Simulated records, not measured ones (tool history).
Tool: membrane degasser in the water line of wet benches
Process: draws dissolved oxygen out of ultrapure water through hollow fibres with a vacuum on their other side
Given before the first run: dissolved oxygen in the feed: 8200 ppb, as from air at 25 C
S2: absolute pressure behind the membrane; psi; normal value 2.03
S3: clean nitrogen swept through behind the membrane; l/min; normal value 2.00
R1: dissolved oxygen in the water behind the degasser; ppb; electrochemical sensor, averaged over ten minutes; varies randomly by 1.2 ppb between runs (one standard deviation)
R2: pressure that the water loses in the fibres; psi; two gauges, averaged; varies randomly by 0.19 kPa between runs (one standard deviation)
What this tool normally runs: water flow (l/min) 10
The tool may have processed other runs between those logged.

{"run": 1, "hour": 0.0, "water flow (l/min)": 10, "S2": 2.03, "S3": 2.0, "R1": 149.3, "R2": 5.494}
{"run": 2, "hour": 275.0, "water flow (l/min)": 12, "S2": 2.03, "S3": 2.0, "R1": 198.6, "R2": 6.553}
{"run": 3, "hour": 408.4, "water flow (l/min)": 12, "S2": 2.03, "S3": 2.0, "R1": 195.5, "R2": 6.57}
{"hour": 622.1, "done": "vacuum gauge calibrated"}
{"run": 4, "hour": 625.1, "water flow (l/min)": 10, "S2": 2.03, "S3": 2.0, "R1": 151.3, "R2": 5.481}
{"run": 5, "hour": 824.0, "water flow (l/min)": 10, "S2": 2.03, "S3": 2.0, "R1": 152.6, "R2": 5.462}
{"run": 6, "hour": 963.4, "water flow (l/min)": 10, "S2": 2.03, "S3": 2.0, "R1": 153.9, "R2": 5.455}
{"run": 7, "hour": 1223.4, "water flow (l/min)": 10, "S2": 3.48, "S3": 2.0, "R1": 265.3, "R2": 5.462}
{"run": 8, "hour": 1373.8, "water flow (l/min)": 10, "S2": 2.03, "S3": 2.0, "R1": 150.6, "R2": 5.459}
{"run": 9, "hour": 1641.2, "water flow (l/min)": 10, "S2": 2.03, "S3": 2.0, "R1": 149.3, "R2": 5.448}
{"run": 10, "hour": 1772.7, "water flow (l/min)": 10, "S2": 2.03, "S3": 2.0, "R1": 151.0, "R2": 5.442}
{"run": 11, "hour": 2021.5, "water flow (l/min)": 10, "S2": 2.03, "S3": 4.03, "R1": 88.4, "R2": 5.477}
{"run": 12, "hour": 2305.9, "water flow (l/min)": 10, "S2": 2.03, "S3": 4.03, "R1": 86.9, "R2": 5.378}
{"run": 13, "hour": 2480.2, "water flow (l/min)": 10, "S2": 2.03, "S3": 4.03, "R1": 88.7, "R2": 5.429}
{"run": 14, "hour": 2657.3, "water flow (l/min)": 10, "S2": 2.03, "S3": 4.03, "R1": 88.0, "R2": 5.408}
{"run": 15, "hour": 2834.9, "water flow (l/min)": 10, "S2": 2.03, "S3": 4.03, "R1": 88.0, "R2": 5.455}
{"run": 16, "hour": 3006.6, "water flow (l/min)": 10, "S2": 2.03, "S3": 4.03, "R1": 87.3, "R2": 5.356}
{"run": 17, "hour": 3179.9, "water flow (l/min)": 11, "S2": 1.77, "S3": 2.0, "R1": 149.5, "R2": 5.965}
{"run": 18, "hour": 3383.8, "water flow (l/min)": 9, "S2": 1.52, "S3": 1.12, "R1": 152.3, "R2": 4.847}
{"run": 19, "hour": 3584.0, "water flow (l/min)": 9, "S2": 2.03, "S3": 3.06, "R1": 92.1, "R2": 4.867}
{"run": 20, "hour": 3741.2, "water flow (l/min)": 8, "S2": 3.93, "S3": 5.04, "R1": 101.7, "R2": 4.305}
{"run": 21, "hour": 4007.3, "water flow (l/min)": 10, "S2": 1.52, "S3": 2.48, "R1": 94.0, "R2": 5.362}
{"run": 22, "hour": 4165.2, "water flow (l/min)": 6, "S2": 1.22, "S3": 3.04, "R1": 27.2, "R2": 3.231}
{"hour": 4409.3, "done": "vacuum gauge calibrated"}
{"run": 23, "hour": 4409.3, "water flow (l/min)": 6, "S2": 1.22, "S3": 3.04, "R1": 26.8, "R2": 3.229}
{"run": 24, "hour": 4638.6, "water flow (l/min)": 7, "S2": 5.03, "S3": 2.19, "R1": 247.6, "R2": 3.759}
{"run": 25, "hour": 4894.3, "water flow (l/min)": 15, "S2": 2.54, "S3": 3.17, "R1": 255.0, "R2": 7.992}
{"hour": 4936.4, "done": "gauge calibrated"}
{"run": 26, "hour": 5067.5, "water flow (l/min)": 15, "S2": 1.31, "S3": 3.17, "R1": 161.6, "R2": 8.247}
{"run": 27, "hour": 5324.2, "water flow (l/min)": 15, "S2": 1.31, "S3": 3.17, "R1": 163.5, "R2": 8.182}
{"run": 28, "hour": 5537.2, "water flow (l/min)": 11, "S2": 3.31, "S3": 1.29, "R1": 413.1, "R2": 6.002}
{"run": 29, "hour": 5705.8, "water flow (l/min)": 10, "S2": 1.51, "S3": 1.15, "R1": 167.4, "R2": 5.54}
{"run": 30, "hour": 5881.7, "water flow (l/min)": 10, "S2": 1.51, "S3": 4.48, "R1": 62.5, "R2": 5.39}
{"run": 31, "hour": 6128.5, "water flow (l/min)": 8, "S2": 3.63, "S3": 5.37, "R1": 88.2, "R2": 4.363}

Here are 4 independent what-if runs from the current tool condition. What would each one return?
{"run": "A", "hour": 6317.8, "water flow (l/min)": 8, "S2": 2.05, "S3": 1.81, "R1": "?", "R2": "?"}
{"run": "B", "hour": 6317.8, "water flow (l/min)": 10, "S2": 4.06, "S3": 2.0, "R1": "?", "R2": "?"}
{"run": "C", "hour": 6317.8, "water flow (l/min)": 8, "S2": 2.23, "S3": 5.37, "R1": "?", "R2": "?"}
{"run": "D", "hour": 6317.8, "water flow (l/min)": 7, "S2": 1.22, "S3": 2.1, "R1": "?", "R2": "?"}

run=A R1=125.1 R2=4.350
run=B R1=314.5 R2=5.459
run=C R1=53.5 R2=4.363
run=D R1=46.0 R2=3.799
Stripped of hidden state, with their random variation kept, the same runs would have yielded:
run=A R1=124.9 R2=4.379
run=B R1=314.1 R2=5.495
run=C R1=53.4 R2=4.392
run=D R1=45.9 R2=3.823

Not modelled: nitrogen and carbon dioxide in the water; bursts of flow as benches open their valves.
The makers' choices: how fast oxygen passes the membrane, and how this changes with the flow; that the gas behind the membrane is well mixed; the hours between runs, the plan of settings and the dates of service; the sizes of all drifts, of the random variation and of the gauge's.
